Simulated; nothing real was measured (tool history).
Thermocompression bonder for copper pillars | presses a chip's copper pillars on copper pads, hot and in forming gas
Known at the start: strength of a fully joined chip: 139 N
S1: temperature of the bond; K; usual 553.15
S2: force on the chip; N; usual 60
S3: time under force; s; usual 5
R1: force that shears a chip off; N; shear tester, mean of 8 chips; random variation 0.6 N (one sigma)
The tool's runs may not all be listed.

run    hour      S1  S2  S3     R1
  1       0  553.15  60   5  104.1
  2      89  553.15  63   5  105.9
      105.8  -- forming gas filter changed
  3   133.5  553.15  63   5  107.7
      196.1  -- heater calibrated with a thermocouple chip
  4   196.3  553.15  63   5   99.5
        277  -- forming gas filter changed
  5   279.4  553.15  60  15  122.4
  6   370.9  553.15  60   3   85.2
      450.4  -- forming gas filter changed
  7   451.9  553.15  60   3   86.9
  8   511.8  553.15  60   3   86.9
  9   607.9  553.15  60   5   97.5
      618.7  -- forming gas filter changed
 10   655.8  553.15  60   5  100.4
 11   735.3  553.15  60   5  100.2
 12   782.9  553.15  60   5   99.5
      788.8  -- forming gas filter changed
      836.5  -- force cell calibrated
 13   848.6  581.15  60   5  118.5
 14   890.7  581.15  60   5  116.4
      959.7  -- forming gas filter changed
 15   981.9  581.15  60   5  119.2
 16    1031  581.15  60   5  117.8
 17  1104.5  581.15  60   5  117.6
     1132.7  -- forming gas filter changed
 18  1198.6  581.15  60   5  119.3
 19  1272.6  581.15  60   5  117.8
     1298.4  -- forming gas filter changed
 20  1362.8  553.15  60   5  102.8
 21  1452.8  573.15  36  11   97.8
     1469.9  -- forming gas filter changed
     1536.4  -- heater calibrated with a thermocouple chip
 22  1536.5  573.15  36  11   92.3
 23  1629.8  535.15  60   5   78.6
     1640.6  -- forming gas filter changed
 24  1679.5  582.15  60   5  116.5
 25  1782.4  533.15  68   7   95.6
     1812.6  -- forming gas filter changed
 26  1869.6  553.15  68   3   93.8
 27  1970.3  561.15  55  10  111.7
     1980.3  -- forming gas filter changed
 28  2049.3  553.15  88   5  121.4
 29  2090.8  553.15  88   5  122.4
     2148.1  -- forming gas filter changed
 30  2162.9  581.15  59   3  107.3
 31    2249  527.15  59  12     98
     2317.6  -- forming gas filter changed
 32  2337.9  578.15  68   5  123.3
 33  2396.6  540.15  71   5  103.2
     2490.6  -- forming gas filter changed
 34  2490.6  540.15  71   5  106.1
 35  2561.9  581.15  41   5   95.1
 36  2623.5  581.15  41   5   94.3
     2662.1  -- forming gas filter changed
 37  2695.1  581.15  41   5   97.3
 38  2743.1  581.15  73   7  131.3
 39    2793  553.15  39   3   59.9

Measured less the same run without the tool's hidden state. The same run-to-run variation is in both; the gauge's scatter may not be:
The hidden state here: true temperature of the bond over the reading, C; force that reaches the chip, % of what is set; oxide that the forming gas leaves, % of the face; drift of the gauge itself on shear_n, %.
run    R1
  1    +8
  2    +6
  3  +9.1
  4  +0.4
  5  +2.3
  6  +2.2
  7  +4.7
  8  +3.9
  9  +2.1
 10  +5.3
 11  +4.1
 12  +3.5
 13  +2.1
 14  +1.1
 15  +3.6
 16  +2.7
 17  +0.8
 18  +3.7
 19  +2.3
 20  +7.1
 21  +5.1
 22  -0.8
 23  -1.6
 24  +0.4
 25  -0.5
 26  +2.3
 27  -0.7
 28  +1.3
 29  +0.6
 30  +4.7
 31  +4.4
 32  +3.7
 33  +5.7
 34  +8.2
 35  +6.5
 36  +5.6
 37  +8.3
 38  +0.8
 39  +7.1
